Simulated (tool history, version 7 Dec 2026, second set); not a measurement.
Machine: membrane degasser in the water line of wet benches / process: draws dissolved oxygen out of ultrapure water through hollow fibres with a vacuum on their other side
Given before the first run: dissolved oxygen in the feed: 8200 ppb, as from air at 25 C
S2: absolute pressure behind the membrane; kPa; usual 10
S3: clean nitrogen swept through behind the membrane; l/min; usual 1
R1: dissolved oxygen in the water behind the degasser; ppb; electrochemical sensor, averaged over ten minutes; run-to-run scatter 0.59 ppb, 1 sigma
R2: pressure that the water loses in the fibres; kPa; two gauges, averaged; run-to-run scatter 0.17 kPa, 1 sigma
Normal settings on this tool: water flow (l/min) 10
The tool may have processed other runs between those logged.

run 1 hour=0 | water_flow_(l/min)=10 S2=10 S3=1 | R1=160 R2=55.64
run 2 hour=91.8 | water_flow_(l/min)=10 S2=10 S3=1 | R1=160.3 R2=55.82
run 3 hour=213.1 | water_flow_(l/min)=10 S2=10 S3=1 | R1=159.6 R2=55.8
run 4 hour=293.5 | water_flow_(l/min)=10 S2=10 S3=1 | R1=160.3 R2=55.9
run 5 hour=365.1 | water_flow_(l/min)=10 S2=10 S3=2.54 | R1=67.5 R2=55.83
run 6 hour=456.1 | water_flow_(l/min)=10 S2=10 S3=2.54 | R1=67.7 R2=55.52
run 7 hour=541.6 | water_flow_(l/min)=10 S2=10 S3=2.54 | R1=67.3 R2=55.9
run 8 hour=640.1 | water_flow_(l/min)=10 S2=10 S3=2.54 | R1=67.3 R2=55.94
run 9 hour=705.5 | water_flow_(l/min)=8 S2=10 S3=2.54 | R1=53.6 R2=44.76
run 10 hour=841 | water_flow_(l/min)=7 S2=10 S3=1 | R1=114.7 R2=39.2

Estimate the outcome of run 11 from the log above:
run 11 hour=943.9 | water_flow_(l/min)=10 S2=23.8 S3=1 | R1=? R2=?

R1: 464.3 ppb
R2: 55.82 kPa
The same run, on a tool lacking any hidden state, would have yielded R1 464.1 ppb, R2 55.81 kPa.
